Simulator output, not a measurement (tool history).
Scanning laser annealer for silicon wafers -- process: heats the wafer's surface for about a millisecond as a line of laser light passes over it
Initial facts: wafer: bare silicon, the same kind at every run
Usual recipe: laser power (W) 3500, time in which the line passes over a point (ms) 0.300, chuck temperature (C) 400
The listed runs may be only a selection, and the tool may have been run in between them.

run	day	laser power (W)	time in which the line passes over a point (ms)	chuck temperature (C)	highest temperature of the surface (C)
1	0.000	3500	0.300	400	1192
2	2.358	3500	0.300	400	1193
3	4.433	3500	0.337	400	1231
4	5.871	3500	0.300	400	1185
5	8.338	3500	0.300	400	1182
6	10.217	3500	0.300	400	1187
7	12.425	3500	0.300	400	1181
8	13.533	3196	0.300	400	1120
9	14.979	3196	0.300	400	1117
10	17.029	3500	0.300	374	1149
11	18.625	3500	0.300	374	1150
12	20.550	3500	0.300	374	1149
13	22.142	3500	0.210	400	1061
14	23.333	3500	0.300	400	1179
15	24.900	3500	0.300	400	1171
16	26.854	3500	0.300	400	1169
17	27.975	3500	0.300	400	1174
18	29.575	3500	0.300	400	1169
19	32.158	3500	0.300	400	1168
# day 33.275: window over the wafer cleaned
20	34.688	3500	0.300	400	1197
21	36.512	3500	0.300	400	1194
22	38.108	3318	0.239	400	1082
23	40.842	3160	0.259	438	1109
24	43.242	3025	0.259	403	1051
# day 45.071: optics aligned, line set to its width
25	46.175	3048	0.344	400	1151
26	47.496	3667	0.299	407	1242
27	48.742	3667	0.299	407	1240
28	49.896	3598	0.248	431	1184
29	52.058	3598	0.248	368	1116
30	54.196	3121	0.248	368	1028
31	55.508	3500	0.300	394	1190
32	57.779	3042	0.220	437	1045
33	59.229	3042	0.220	437	1043
34	61.417	3042	0.320	404	1120
35	63.154	3399	0.262	418	1141
36	64.858	3501	0.311	387	1187
37	66.454	3501	0.311	387	1187
38	69.192	3120	0.305	387	1098
39	71.067	3120	0.305	387	1097

Below are 3 alternative next runs, each starting from the tool's condition after run 39. Predict each:
A	72.521	3120	0.302	393	?
B	72.521	3500	0.325	408	?
C	72.521	3794	0.235	426	?

run	highest temperature of the surface (C)
A	1100
B	1224
C	1186
What these runs would have given with no unlogged condition in the tool:
run	highest temperature of the surface (C)
A	1122
B	1250
C	1210

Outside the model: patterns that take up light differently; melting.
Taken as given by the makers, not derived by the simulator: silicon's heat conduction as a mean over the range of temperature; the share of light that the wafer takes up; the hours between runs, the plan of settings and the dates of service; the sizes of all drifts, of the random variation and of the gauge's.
